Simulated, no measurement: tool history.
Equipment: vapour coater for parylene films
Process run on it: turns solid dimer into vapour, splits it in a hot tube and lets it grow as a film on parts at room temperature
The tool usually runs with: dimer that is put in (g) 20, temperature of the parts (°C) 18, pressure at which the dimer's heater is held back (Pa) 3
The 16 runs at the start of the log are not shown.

run	hour	dimer that is put in (g)	temperature of the parts (°C)	pressure at which the dimer's heater is held back (Pa)	hours of work since the trap's valve was overhauled	hours of work since the table's thermometer was calibrated	thickness of the film (µm)
17	492.8	20	18	3	92	1741	17.05
18	533.1	20	18	3	123	1771	16.74
19	555.5	20	18	3	140	1789	16.83
20	594.5	20	18	3	170	1818	16.32
21	625.6	20	18	3	194	1842	16.35
22	654.8	20	18	3	216	1865	16.29
23	679.8	20	10	3	235	1884	19.83
24	710.2	20	18	3	258	1907	16.28
25	734.4	20	18	3	277	1926	15.83
26	771.5	31	18	3.11	305	1954	24.46

Forecast run 27:
27	798.5	14	22	3.3	326	1975	?

Run 27 yielded thickness of the film (µm) 9.82.
If the tool had no hidden condition, the same run with the same run-to-run variation would have returned thickness of the film (µm) 11.13.
